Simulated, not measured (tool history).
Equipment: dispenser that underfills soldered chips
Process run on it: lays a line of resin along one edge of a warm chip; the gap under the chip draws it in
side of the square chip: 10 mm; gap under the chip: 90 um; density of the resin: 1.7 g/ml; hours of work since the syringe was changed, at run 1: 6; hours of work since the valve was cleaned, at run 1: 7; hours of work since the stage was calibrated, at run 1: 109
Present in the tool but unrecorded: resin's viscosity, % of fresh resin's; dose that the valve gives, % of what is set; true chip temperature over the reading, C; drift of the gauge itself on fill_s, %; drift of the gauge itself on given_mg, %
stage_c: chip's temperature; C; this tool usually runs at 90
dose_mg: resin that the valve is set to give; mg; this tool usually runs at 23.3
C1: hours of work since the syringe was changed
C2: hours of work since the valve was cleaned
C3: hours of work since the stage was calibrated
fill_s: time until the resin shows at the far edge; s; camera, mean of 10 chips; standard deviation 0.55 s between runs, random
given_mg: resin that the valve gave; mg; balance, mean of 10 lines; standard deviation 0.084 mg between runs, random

{"run": 1, "hour": 0.0, "stage_c": 90, "dose_mg": 23.3, "C1": 6, "C2": 7, "C3": 109, "fill_s": 71.9, "given_mg": 23.14}
{"hour": 3.9, "done": "new syringe of resin"}
{"run": 2, "hour": 11.8, "stage_c": 81, "dose_mg": 23.3, "C1": 6, "C2": 16, "C3": 118, "fill_s": 117.1, "given_mg": 23.16}
{"hour": 14.9, "done": "new syringe of resin"}
{"run": 3, "hour": 22.0, "stage_c": 90, "dose_mg": 24.9, "C1": 5, "C2": 23, "C3": 125, "fill_s": 68.4, "given_mg": 24.66}
{"hour": 25.7, "done": "new syringe of resin"}
{"run": 4, "hour": 30.8, "stage_c": 88, "dose_mg": 23.3, "C1": 4, "C2": 29, "C3": 131, "fill_s": 68.7, "given_mg": 22.98}
{"hour": 36.5, "done": "new syringe of resin"}
{"run": 5, "hour": 40.2, "stage_c": 88, "dose_mg": 23.3, "C1": 3, "C2": 36, "C3": 137, "fill_s": 61.7, "given_mg": 22.83}
{"hour": 48.0, "done": "new syringe of resin"}
{"run": 6, "hour": 49.1, "stage_c": 88, "dose_mg": 23.3, "C1": 1, "C2": 42, "C3": 144, "fill_s": 52.2, "given_mg": 22.86}
{"run": 7, "hour": 56.0, "stage_c": 88, "dose_mg": 28.8, "C1": 6, "C2": 47, "C3": 148, "fill_s": 78.0, "given_mg": 27.99}
{"hour": 59.2, "done": "new syringe of resin"}
{"run": 8, "hour": 61.7, "stage_c": 103, "dose_mg": 28.8, "C1": 2, "C2": 51, "C3": 152, "fill_s": 26.9, "given_mg": 28.18}
{"hour": 70.4, "done": "new syringe of resin"}
{"run": 9, "hour": 72.3, "stage_c": 90, "dose_mg": 23.3, "C1": 1, "C2": 58, "C3": 160, "fill_s": 48.7, "given_mg": 22.66}
{"run": 10, "hour": 80.4, "stage_c": 90, "dose_mg": 22.3, "C1": 7, "C2": 64, "C3": 166, "fill_s": 79.8, "given_mg": 21.66}
{"hour": 81.5, "done": "new syringe of resin"}
{"hour": 92.7, "done": "new syringe of resin"}
{"run": 11, "hour": 93.8, "stage_c": 90, "dose_mg": 20.6, "C1": 1, "C2": 73, "C3": 175, "fill_s": 48.0, "given_mg": 19.87}
{"hour": 104.2, "done": "new syringe of resin"}
{"hour": 108.0, "done": "dispensing valve cleaned and set on the balance"}
{"run": 12, "hour": 108.0, "stage_c": 90, "dose_mg": 20.6, "C1": 2, "C2": 0, "C3": 184, "fill_s": 54.1, "given_mg": 20.55}
{"hour": 116.6, "done": "new syringe of resin"}
{"run": 13, "hour": 119.6, "stage_c": 90, "dose_mg": 23.3, "C1": 2, "C2": 8, "C3": 192, "fill_s": 53.2, "given_mg": 23.19}
{"hour": 127.6, "done": "new syringe of resin"}
{"run": 14, "hour": 131.2, "stage_c": 90, "dose_mg": 23.3, "C1": 3, "C2": 16, "C3": 200, "fill_s": 55.6, "given_mg": 23.08}
{"hour": 138.6, "done": "new syringe of resin"}
{"run": 15, "hour": 144.6, "stage_c": 90, "dose_mg": 26.5, "C1": 4, "C2": 26, "C3": 210, "fill_s": 62.4, "given_mg": 26.09}
{"hour": 149.7, "done": "new syringe of resin"}
{"run": 16, "hour": 158.0, "stage_c": 90, "dose_mg": 23.3, "C1": 6, "C2": 35, "C3": 219, "fill_s": 73.5, "given_mg": 22.77}
{"hour": 160.5, "done": "new syringe of resin"}
{"run": 17, "hour": 164.7, "stage_c": 90, "dose_mg": 23.3, "C1": 3, "C2": 40, "C3": 224, "fill_s": 56.7, "given_mg": 22.81}
{"hour": 172.5, "done": "new syringe of resin"}
{"run": 18, "hour": 173.8, "stage_c": 88, "dose_mg": 27.2, "C1": 1, "C2": 46, "C3": 230, "fill_s": 50.7, "given_mg": 26.5}
{"run": 19, "hour": 180.4, "stage_c": 102, "dose_mg": 27.9, "C1": 6, "C2": 51, "C3": 235, "fill_s": 37.9, "given_mg": 27.1}
{"hour": 183.8, "done": "new syringe of resin"}
{"run": 20, "hour": 191.6, "stage_c": 101, "dose_mg": 24.8, "C1": 6, "C2": 59, "C3": 243, "fill_s": 41.1, "given_mg": 23.92}
{"hour": 195.1, "done": "new syringe of resin"}
{"run": 21, "hour": 198.3, "stage_c": 101, "dose_mg": 24.8, "C1": 2, "C2": 63, "C3": 247, "fill_s": 31.7, "given_mg": 23.82}
{"hour": 206.1, "done": "new syringe of resin"}
{"run": 22, "hour": 207.8, "stage_c": 101, "dose_mg": 24.8, "C1": 1, "C2": 70, "C3": 254, "fill_s": 28.0, "given_mg": 23.89}
{"hour": 217.2, "done": "new syringe of resin"}
{"run": 23, "hour": 220.7, "stage_c": 83, "dose_mg": 20.1, "C1": 3, "C2": 79, "C3": 263, "fill_s": 78.9, "given_mg": 19.21}
{"hour": 226.6, "done": "dispensing valve cleaned and set on the balance"}
{"hour": 229.6, "done": "new syringe of resin"}
{"run": 24, "hour": 233.1, "stage_c": 93, "dose_mg": 29.5, "C1": 3, "C2": 4, "C3": 271, "fill_s": 44.0, "given_mg": 29.34}
{"hour": 241.0, "done": "new syringe of resin"}
{"run": 25, "hour": 241.5, "stage_c": 80, "dose_mg": 21.5, "C1": 0, "C2": 10, "C3": 277, "fill_s": 76.1, "given_mg": 21.36}
{"run": 26, "hour": 247.9, "stage_c": 94, "dose_mg": 28.5, "C1": 5, "C2": 15, "C3": 281, "fill_s": 52.3, "given_mg": 28.31}
{"hour": 251.8, "done": "new syringe of resin"}
{"run": 27, "hour": 256.0, "stage_c": 99, "dose_mg": 22.7, "C1": 3, "C2": 21, "C3": 287, "fill_s": 36.3, "given_mg": 22.51}
{"hour": 262.7, "done": "new syringe of resin"}
{"run": 28, "hour": 268.0, "stage_c": 84, "dose_mg": 24.3, "C1": 4, "C2": 29, "C3": 296, "fill_s": 79.6, "given_mg": 23.94}
{"hour": 273.8, "done": "new syringe of resin"}
{"run": 29, "hour": 274.7, "stage_c": 84, "dose_mg": 24.3, "C1": 1, "C2": 34, "C3": 300, "fill_s": 60.3, "given_mg": 24.04}
{"hour": 284.7, "done": "new syringe of resin"}
{"run": 30, "hour": 286.4, "stage_c": 96, "dose_mg": 20.0, "C1": 1, "C2": 42, "C3": 308, "fill_s": 36.7, "given_mg": 19.6}
{"hour": 296.3, "done": "new syringe of resin"}
{"run": 31, "hour": 297.1, "stage_c": 88, "dose_mg": 27.6, "C1": 1, "C2": 49, "C3": 316, "fill_s": 48.9, "given_mg": 26.91}
{"hour": 307.6, "done": "new syringe of resin"}
{"run": 32, "hour": 310.0, "stage_c": 84, "dose_mg": 21.3, "C1": 2, "C2": 58, "C3": 325, "fill_s": 67.5, "given_mg": 20.7}
{"run": 33, "hour": 317.9, "stage_c": 77, "dose_mg": 25.2, "C1": 7, "C2": 64, "C3": 331, "fill_s": 148.9, "given_mg": 24.38}
{"hour": 318.8, "done": "new syringe of resin"}
{"run": 34, "hour": 325.1, "stage_c": 77, "dose_mg": 25.2, "C1": 5, "C2": 69, "C3": 335, "fill_s": 119.8, "given_mg": 24.25}

For some of the steps in fill_s from one run to the next: how much would appear even if the tool had no hidden state, given the settings, what came in and random variation, and how much remains for the hidden state plus any gauge scatter that the measured result and the result without hidden state don't share?
Run 7 -> 8: stage_c 88 -> 103, new syringe of resin. fill_s -51.1 s: hidden state -25.2, all else -25.9.
Run 10 -> 11: dose_mg 22.3 -> 20.6, new syringe of resin, new syringe of resin. fill_s -31.8 s: hidden state -32.3, all else +0.5.
Run 22 -> 23: stage_c 101 -> 83, dose_mg 24.8 -> 20.1, new syringe of resin. fill_s +50.9 s: hidden state +10.6, all else +40.3.
Run 32 -> 33: stage_c 84 -> 77, dose_mg 21.3 -> 25.2. fill_s +81.4 s: hidden state +57.8, all else +23.6.
Run 33 -> 34: new syringe of resin. fill_s -29.1 s: hidden state -31.4, all else +2.3.

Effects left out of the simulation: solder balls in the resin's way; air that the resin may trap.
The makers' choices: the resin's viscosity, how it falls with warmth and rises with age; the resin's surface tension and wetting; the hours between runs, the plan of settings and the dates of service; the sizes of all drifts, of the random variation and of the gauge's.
